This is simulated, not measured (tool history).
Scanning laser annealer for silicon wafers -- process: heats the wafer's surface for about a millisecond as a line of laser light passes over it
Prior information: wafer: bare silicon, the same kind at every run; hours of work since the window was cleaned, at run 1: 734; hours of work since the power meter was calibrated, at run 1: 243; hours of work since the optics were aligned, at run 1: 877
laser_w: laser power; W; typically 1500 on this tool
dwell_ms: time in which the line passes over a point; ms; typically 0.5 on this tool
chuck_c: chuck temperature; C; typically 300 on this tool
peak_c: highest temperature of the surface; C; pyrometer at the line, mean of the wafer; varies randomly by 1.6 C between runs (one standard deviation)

run	hour	laser_w	dwell_ms	chuck_c	hours of work since the window was cleaned	hours of work since the power meter was calibrated	hours of work since the optics were aligned	peak_c
1	0	1500	0.5	300	734	243	877	983
2	9.2	1500	0.5	300	739	249	883	983
3	17.2	1519	0.5	300	744	254	887	993
4	24.9	1519	0.5	300	749	258	892	990
5	34.5	1519	0.5	300	754	264	898	989
6	42.4	1519	0.5	300	759	269	902	989
7	51.7	1500	0.5	300	765	274	908	982
8	56.4	1500	0.5	300	767	277	911	982
9	63	1500	0.5	300	771	281	915	980
10	73.4	1500	0.5	300	777	287	921	981
11	81.4	1500	0.5	300	782	292	925	981
12	90.3	1500	0.5	300	787	297	931	983
13	95.2	1500	0.432	300	790	300	934	929
14	101.1	1500	0.432	300	794	303	937	928
15	110.8	1500	0.432	300	799	309	943	929
16	120.9	1500	0.432	300	806	315	949	929
17	128	1386	0.412	327	810	319	953	889
18	136.3	1630	0.393	320	815	324	958	977
19	145.3	1588	0.356	320	820	329	963	922
# hour 151.4: window over the wafer cleaned
20	156.8	1588	0.356	320	3	335	969	942
21	161.4	1588	0.356	320	6	338	972	943
22	170.5	1551	0.395	339	11	343	977	980
23	177	1500	0.487	300	15	347	981	989
24	183.9	1430	0.374	300	19	351	985	866
25	194.3	1361	0.43	300	25	357	991	876
26	200.6	1430	0.379	334	29	361	995	905
27	205.5	1290	0.394	300	32	364	998	818
28	211.7	1605	0.394	323	36	367	1001	988

What will run 29 give?
29	221.3	1451	0.394	280	41	373	1007	?

Run 29 yielded peak_c 875 C.
With no hidden state in the tool, this same run would have given peak_c 881 C.
